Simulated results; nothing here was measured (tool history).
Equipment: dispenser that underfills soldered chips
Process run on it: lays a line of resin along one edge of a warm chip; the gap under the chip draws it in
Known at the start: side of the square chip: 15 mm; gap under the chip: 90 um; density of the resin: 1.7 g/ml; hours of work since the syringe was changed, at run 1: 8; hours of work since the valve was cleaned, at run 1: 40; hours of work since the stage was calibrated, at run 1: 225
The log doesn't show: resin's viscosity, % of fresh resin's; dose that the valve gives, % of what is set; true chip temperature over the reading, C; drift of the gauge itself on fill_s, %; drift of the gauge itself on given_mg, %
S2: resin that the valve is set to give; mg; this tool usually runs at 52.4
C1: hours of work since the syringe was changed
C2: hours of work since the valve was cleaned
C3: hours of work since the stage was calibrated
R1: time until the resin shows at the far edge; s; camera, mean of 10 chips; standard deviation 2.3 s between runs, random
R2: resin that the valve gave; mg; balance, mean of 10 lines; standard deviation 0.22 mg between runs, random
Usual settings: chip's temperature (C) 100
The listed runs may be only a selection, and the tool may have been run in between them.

run 1 hour=0.0 | chip's_temperature_(C)=100 S2=52.4 | C1=8 C2=40 C3=225 | R1=369.2 R2=51.30
-- hour=2.1 new syringe of resin
run 2 hour=9.1 | chip's_temperature_(C)=100 S2=52.4 | C1=5 C2=47 C3=232 | R1=320.0 R2=50.91
-- hour=15.1 new syringe of resin
run 3 hour=22.6 | chip's_temperature_(C)=100 S2=52.4 | C1=6 C2=57 C3=242 | R1=319.6 R2=50.46
-- hour=28.5 new syringe of resin
run 4 hour=36.4 | chip's_temperature_(C)=94 S2=52.4 | C1=6 C2=67 C3=253 | R1=408.6 R2=49.96
-- hour=41.8 new syringe of resin
run 5 hour=46.4 | chip's_temperature_(C)=100 S2=52.4 | C1=4 C2=75 C3=260 | R1=283.0 R2=50.20
run 6 hour=53.8 | chip's_temperature_(C)=100 S2=52.4 | C1=9 C2=81 C3=266 | R1=381.0 R2=49.72
-- hour=54.7 new syringe of resin
run 7 hour=59.8 | chip's_temperature_(C)=100 S2=62.6 | C1=4 C2=85 C3=270 | R1=282.2 R2=59.67
-- hour=67.4 new syringe of resin
run 8 hour=69.1 | chip's_temperature_(C)=100 S2=62.6 | C1=1 C2=92 C3=277 | R1=255.2 R2=59.13
-- hour=80.6 new syringe of resin
run 9 hour=82.4 | chip's_temperature_(C)=100 S2=52.4 | C1=1 C2=102 C3=287 | R1=253.6 R2=49.51
-- hour=93.4 new syringe of resin
run 10 hour=96.3 | chip's_temperature_(C)=100 S2=52.4 | C1=2 C2=113 C3=298 | R1=269.9 R2=48.65
run 11 hour=104.1 | chip's_temperature_(C)=97 S2=52.4 | C1=8 C2=119 C3=304 | R1=414.5 R2=49.11
-- hour=106.3 new syringe of resin
run 12 hour=109.9 | chip's_temperature_(C)=97 S2=52.4 | C1=3 C2=123 C3=308 | R1=317.9 R2=48.71
-- hour=119.4 new syringe of resin
run 13 hour=121.9 | chip's_temperature_(C)=97 S2=52.4 | C1=2 C2=132 C3=317 | R1=299.6 R2=48.65
-- hour=132.2 new syringe of resin
run 14 hour=132.9 | chip's_temperature_(C)=97 S2=52.4 | C1=1 C2=140 C3=326 | R1=275.1 R2=48.15
-- hour=145.1 new syringe of resin
-- hour=146.1 dispensing valve cleaned and set on the balance
run 15 hour=146.2 | chip's_temperature_(C)=97 S2=52.4 | C1=0 C2=0 C3=335 | R1=266.0 R2=52.70
-- hour=159.4 new syringe of resin
run 16 hour=159.6 | chip's_temperature_(C)=97 S2=52.4 | C1=0 C2=10 C3=345 | R1=263.1 R2=51.94
run 17 hour=170.3 | chip's_temperature_(C)=97 S2=52.4 | C1=8 C2=18 C3=353 | R1=398.5 R2=51.73
-- hour=172.3 new syringe of resin
run 18 hour=182.8 | chip's_temperature_(C)=108 S2=52.4 | C1=8 C2=28 C3=363 | R1=279.0 R2=51.70
-- hour=185.7 new syringe of resin
run 19 hour=193.6 | chip's_temperature_(C)=100 S2=48.6 | C1=6 C2=36 C3=371 | R1=340.5 R2=47.61
-- hour=198.9 new syringe of resin
run 20 hour=202.0 | chip's_temperature_(C)=96 S2=51.0 | C1=2 C2=42 C3=377 | R1=308.3 R2=49.97
run 21 hour=211.0 | chip's_temperature_(C)=97 S2=51.6 | C1=9 C2=49 C3=384 | R1=427.0 R2=50.18

Run 22 has not been measured yet. What should we expect?
-- hour=212.1 new syringe of resin
run 22 hour=222.4 | chip's_temperature_(C)=98 S2=45.0 | C1=8 C2=58 C3=393 | R1=? R2=?

Run 22 came out at R1 397.0 s, R2 43.97 mg.
The same run, on a tool lacking any hidden state, would have yielded R1 253.0 s, R2 45.36 mg.

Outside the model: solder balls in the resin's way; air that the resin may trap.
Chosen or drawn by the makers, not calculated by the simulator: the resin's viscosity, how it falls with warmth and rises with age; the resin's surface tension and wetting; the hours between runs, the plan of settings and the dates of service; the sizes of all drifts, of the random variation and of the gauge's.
